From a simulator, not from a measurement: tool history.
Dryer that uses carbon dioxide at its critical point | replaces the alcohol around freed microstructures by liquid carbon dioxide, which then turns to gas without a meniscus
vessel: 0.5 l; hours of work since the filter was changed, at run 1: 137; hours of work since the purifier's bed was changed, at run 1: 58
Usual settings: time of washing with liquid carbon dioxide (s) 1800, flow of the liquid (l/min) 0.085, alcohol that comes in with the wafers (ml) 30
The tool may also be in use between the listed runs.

run	hour	time of washing with liquid carbon dioxide (s)	flow of the liquid (l/min)	alcohol that comes in with the wafers (ml)	hours of work since the filter was changed	hours of work since the purifier's bed was changed	alcohol left in the vessel before it's heated (ppm by volume)
1	0	1800	0.085	30	137	58	452
2	54	1800	0.085	30	161	82	453
3	111.1	2640	0.085	30	187	107	56
4	152.8	1800	0.085	30	206	126	465
5	212.9	1800	0.085	30	232	153	501
6	273.1	1800	0.085	28	259	180	470
7	333.4	2880	0.085	30	286	207	46
8	387.6	1800	0.085	30	310	231	526
9	430	1800	0.085	30	329	250	542
10	485.8	1800	0.085	30	354	275	553
11	520.1	1800	0.085	30	369	290	566
12	569	1800	0.0684	30	391	312	1500
13	612.5	1800	0.0889	30	411	331	470
# hour 653: inlet filter changed
14	654.5	1260	0.0889	30	1	349	1515
15	699.6	1800	0.085	41	21	369	537
16	756.4	1800	0.085	30	46	395	432
17	796.4	1800	0.085	30	64	413	449
18	822.6	1800	0.085	30	76	424	443
19	850.8	1800	0.085	30	88	437	441
20	908	1800	0.085	30	114	462	471
21	950.9	1800	0.085	31	133	482	477
22	1012	2220	0.085	30	160	509	180
23	1043.4	1800	0.085	30	174	523	492
24	1072.8	1800	0.085	30	187	536	483
25	1117.5	1800	0.085	32	207	556	534
26	1155.8	1920	0.1143	22	224	573	83
27	1205.2	1200	0.085	63	246	595	5006
28	1267.5	1200	0.085	63	274	623	5175
29	1305	1200	0.085	60	291	639	4774
30	1350.7	2160	0.0756	47	311	660	634
31	1405.9	1920	0.057	39	336	684	2830
32	1459.1	1080	0.085	30	359	708	3642
33	1512.4	1080	0.085	30	383	732	3627
34	1552	1080	0.0717	64	401	750	12285
35	1578	1080	0.0717	64	413	761	12300
36	1606.2	1080	0.0717	64	425	774	11982
# hour 1615.4: inlet filter changed
37	1662.5	1080	0.0717	64	21	798	9750
38	1725.5	1560	0.0814	84	49	826	2596
39	1775.6	1560	0.0814	84	71	849	2648
40	1838.7	1560	0.0814	84	100	877	2771
41	1868.2	1560	0.0814	84	113	890	2750
42	1898.6	2760	0.085	87	126	904	149
# hour 1949.3: purifier's bed changed
43	1958.4	1800	0.056	23	152	4	1849
44	2021.8	1800	0.056	23	180	32	2003
45	2065.8	1800	0.056	23	200	52	1922

5 ways to go on from here, each from the tool as it stands after run 45. What would each give?
A	2107.6	1800	0.085	35	218	71	?
B	2107.6	1080	0.0792	109	218	71	?
C	2107.6	2040	0.056	23	218	71	?
D	2107.6	1920	0.0732	20	218	71	?
E	2107.6	1140	0.053	36	218	71	?

run	alcohol left in the vessel before it's heated (ppm by volume)
A	531
B	14474
C	1294
D	457
E	10790
Without the tool's hidden state the same runs would have given:
run	alcohol left in the vessel before it's heated (ppm by volume)
A	435
B	12992
C	1119
D	379
E	10011
